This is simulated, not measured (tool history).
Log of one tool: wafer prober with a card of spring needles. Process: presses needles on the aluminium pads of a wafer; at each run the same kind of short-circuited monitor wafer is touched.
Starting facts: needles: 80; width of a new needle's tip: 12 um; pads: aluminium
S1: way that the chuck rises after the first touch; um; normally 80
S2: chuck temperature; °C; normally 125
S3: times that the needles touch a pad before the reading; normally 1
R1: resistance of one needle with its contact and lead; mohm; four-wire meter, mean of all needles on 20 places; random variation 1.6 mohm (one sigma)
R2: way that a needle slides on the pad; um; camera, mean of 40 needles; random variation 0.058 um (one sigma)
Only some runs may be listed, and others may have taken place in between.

{"run": 1, "hour": 0.0, "S1": 80, "S2": 125, "S3": 1, "R1": 150, "R2": 15.51}
{"run": 2, "hour": 8.2, "S1": 80, "S2": 35, "S3": 1, "R1": 134, "R2": 15.72}
{"run": 3, "hour": 21.2, "S1": 80, "S2": 35, "S3": 1, "R1": 131, "R2": 15.76}
{"run": 4, "hour": 33.5, "S1": 80, "S2": 46, "S3": 1, "R1": 134, "R2": 15.77}
{"run": 5, "hour": 45.8, "S1": 80, "S2": 46, "S3": 1, "R1": 137, "R2": 15.6}
{"run": 6, "hour": 51.6, "S1": 80, "S2": 29, "S3": 1, "R1": 133, "R2": 15.71}
{"run": 7, "hour": 64.6, "S1": 80, "S2": 125, "S3": 1, "R1": 148, "R2": 15.7}
{"run": 8, "hour": 73.7, "S1": 80, "S2": 125, "S3": 2, "R1": 150, "R2": 15.85}
{"run": 9, "hour": 85.7, "S1": 80, "S2": 125, "S3": 2, "R1": 150, "R2": 15.66}
{"run": 10, "hour": 96.4, "S1": 80, "S2": 125, "S3": 2, "R1": 147, "R2": 15.66}
{"run": 11, "hour": 102.4, "S1": 80, "S2": 125, "S3": 2, "R1": 147, "R2": 15.75}
{"run": 12, "hour": 109.3, "S1": 80, "S2": 125, "S3": 2, "R1": 151, "R2": 15.57}
{"run": 13, "hour": 120.5, "S1": 80, "S2": 125, "S3": 2, "R1": 149, "R2": 15.6}
{"run": 14, "hour": 127.3, "S1": 80, "S2": 125, "S3": 2, "R1": 150, "R2": 15.67}
{"run": 15, "hour": 135.9, "S1": 80, "S2": 125, "S3": 3, "R1": 150, "R2": 15.73}
{"run": 16, "hour": 142.2, "S1": 86, "S2": 80, "S3": 3, "R1": 139, "R2": 16.83}
{"run": 17, "hour": 148.8, "S1": 98, "S2": 41, "S3": 1, "R1": 135, "R2": 19.23}
{"run": 18, "hour": 155.3, "S1": 82, "S2": 53, "S3": 2, "R1": 133, "R2": 16.05}
{"run": 19, "hour": 168.4, "S1": 62, "S2": 99, "S3": 2, "R1": 144, "R2": 12.13}
{"run": 20, "hour": 178.9, "S1": 93, "S2": 76, "S3": 1, "R1": 139, "R2": 18.24}
{"run": 21, "hour": 184.7, "S1": 93, "S2": 76, "S3": 1, "R1": 142, "R2": 18.24}
{"run": 22, "hour": 193.1, "S1": 93, "S2": 76, "S3": 1, "R1": 139, "R2": 18.24}
{"run": 23, "hour": 206.5, "S1": 93, "S2": 76, "S3": 1, "R1": 140, "R2": 18.2}
{"run": 24, "hour": 215.4, "S1": 92, "S2": 39, "S3": 1, "R1": 134, "R2": 17.93}
{"run": 25, "hour": 226.7, "S1": 76, "S2": 39, "S3": 2, "R1": 133, "R2": 14.92}
{"run": 26, "hour": 237.9, "S1": 76, "S2": 39, "S3": 2, "R1": 133, "R2": 14.83}
{"run": 27, "hour": 247.5, "S1": 80, "S2": 125, "S3": 2, "R1": 148, "R2": 15.67}
{"run": 28, "hour": 253.8, "S1": 90, "S2": 100, "S3": 2, "R1": 145, "R2": 17.75}
{"run": 29, "hour": 267.0, "S1": 70, "S2": 125, "S3": 1, "R1": 149, "R2": 13.68}
{"run": 30, "hour": 278.3, "S1": 64, "S2": 86, "S3": 1, "R1": 143, "R2": 12.52}

Between the runs listed above, the log contained 51 entries, not reproduced here. Where in the sequence does each belong, and how does what the log doesn't record of the tool's condition differ from the listed run before to the listed run after?
Runs 1 to 2: tips cleaned on abrasive film (hour 1.3); tips cleaned on abrasive film (hour 7)
  debris on the tips, nm: 1.7 -> 0.5; way that the needles fall short of the set height, um: 0.01 -> 0.02
Runs 2 to 3: tips cleaned on abrasive film (hour 12.7); tips cleaned on abrasive film (hour 18.4)
  debris on the tips, nm: 0.5 -> 1.1; way that the needles fall short of the set height, um: 0.02 -> 0.03; tips' diameter, um: 12.1 -> 12.11
Runs 3 to 4: tips cleaned on abrasive film (hour 24.8); tips cleaned on abrasive film (hour 30.4)
  debris on the tips, nm: 1.1 -> 1.2; way that the needles fall short of the set height, um: 0.03 -> 0.04
Runs 4 to 5: tips cleaned on abrasive film (hour 36.1); tips cleaned on abrasive film (hour 41.5)
  debris on the tips, nm: 1.2 -> 1.4
Runs 5 to 6: tips cleaned on abrasive film (hour 47.9)
  debris on the tips, nm: 1.4 -> 1.3; way that the needles fall short of the set height, um: 0.04 -> 0.05
Runs 6 to 7: tips cleaned on abrasive film (hour 53.5); tips cleaned on abrasive film (hour 59); tips cleaned on abrasive film (hour 64.5)
  debris on the tips, nm: 1.3 -> 0.1; way that the needles fall short of the set height, um: 0.05 -> 0.06; tips' diameter, um: 12.11 -> 12.12
Runs 7 to 8: tips cleaned on abrasive film (hour 70.4)
  debris on the tips, nm: 0.1 -> 1.2
Runs 8 to 9: tips cleaned on abrasive film (hour 76); tips cleaned on abrasive film (hour 82.4); height of the first contact set anew (hour 84)
  debris on the tips, nm: 1.2 -> 1.1; way that the needles fall short of the set height, um: 0.06 -> 0
Runs 9 to 10: tips cleaned on abrasive film (hour 88.5); tips cleaned on abrasive film (hour 94.6)
  debris on the tips, nm: 1.1 -> 0.8; way that the needles fall short of the set height, um: 0 -> 0.01
Runs 10 to 11: tips cleaned on abrasive film (hour 100.2)
  debris on the tips, nm: 0.8 -> 0.9
Runs 11 to 12: tips cleaned on abrasive film (hour 105.6)
  debris on the tips, nm: 0.9 -> 1.3
Runs 12 to 13: tips cleaned on abrasive film (hour 111.3); tips cleaned on abrasive film (hour 116.8)
  debris on the tips, nm: 1.3 -> 1.4; way that the needles fall short of the set height, um: 0.01 -> 0.02; tips' diameter, um: 12.12 -> 12.13
Runs 13 to 14: tips cleaned on abrasive film (hour 122.7)
  debris on the tips, nm: 1.4 -> 1.5; way that the needles fall short of the set height, um: 0.02 -> 0.03
Runs 14 to 15: tips cleaned on abrasive film (hour 128.6); tips cleaned on abrasive film (hour 134.5)
  debris on the tips, nm: 1.5 -> 0.6
Runs 15 to 16: tips cleaned on abrasive film (hour 140.1)
  debris on the tips, nm: 0.6 -> 0.8; way that the needles fall short of the set height, um: 0.03 -> 0.04
Runs 16 to 17: tips cleaned on abrasive film (hour 146.3)
  debris on the tips, nm: 0.8 -> 1.1
Runs 17 to 18: tips cleaned on abrasive film (hour 151.7)
  debris on the tips, nm: 1.1 -> 1.2; way that the needles fall short of the set height, um: 0.04 -> 0.05; tips' diameter, um: 12.13 -> 12.14
Runs 18 to 19: tips cleaned on abrasive film (hour 157.2); tips cleaned on abrasive film (hour 162.5); tips cleaned on abrasive film (hour 168.2)
  debris on the tips, nm: 1.2 -> 0.2; way that the needles fall short of the set height, um: 0.05 -> 0.06
Runs 19 to 20: tips cleaned on abrasive film (hour 174.1)
  debris on the tips, nm: 0.2 -> 1.5
Runs 20 to 21: tips cleaned on abrasive film (hour 180.2)
  way that the needles fall short of the set height, um: 0.06 -> 0.07
Runs 21 to 22: tips cleaned on abrasive film (hour 186); tips cleaned on abrasive film (hour 191.7)
  debris on the tips, nm: 1.5 -> 0.8; tips' diameter, um: 12.14 -> 12.15
Runs 22 to 23: height of the first contact set anew (hour 194.5); tips cleaned on abrasive film (hour 197.9); tips cleaned on abrasive film (hour 203.6)
  debris on the tips, nm: 0.8 -> 1; way that the needles fall short of the set height, um: 0.07 -> 0.01
Runs 23 to 24: tips cleaned on abrasive film (hour 209.2); tips cleaned on abrasive film (hour 215.4)
  debris on the tips, nm: 1 -> 0.2; way that the needles fall short of the set height, um: 0.01 -> 0.02
Runs 24 to 25: tips cleaned on abrasive film (hour 221.1); tips cleaned on abrasive film (hour 226.7)
  both runs share identical hidden conditions
Runs 25 to 26: tips cleaned on abrasive film (hour 232.5); tips cleaned on abrasive film (hour 237.9)
  debris on the tips, nm: 0.2 -> 0.1; way that the needles fall short of the set height, um: 0.02 -> 0.03; tips' diameter, um: 12.15 -> 12.16
Runs 26 to 27: tips cleaned on abrasive film (hour 243.5)
  debris on the tips, nm: 0.1 -> 1.4
Runs 27 to 28: tips cleaned on abrasive film (hour 249.5)
  debris on the tips, nm: 1.4 -> 1.5; way that the needles fall short of the set height, um: 0.03 -> 0.04
Runs 28 to 29: tips cleaned on abrasive film (hour 255.4); tips cleaned on abrasive film (hour 260.8); tips cleaned on abrasive film (hour 266.4)
  debris on the tips, nm: 1.5 -> 0.4; way that the needles fall short of the set height, um: 0.04 -> 0.05
Runs 29 to 30: tips cleaned on abrasive film (hour 272); tips cleaned on abrasive film (hour 277.4)
  debris on the tips, nm: 0.4 -> 0.5; way that the needles fall short of the set height, um: 0.05 -> 0.06; tips' diameter, um: 12.16 -> 12.17
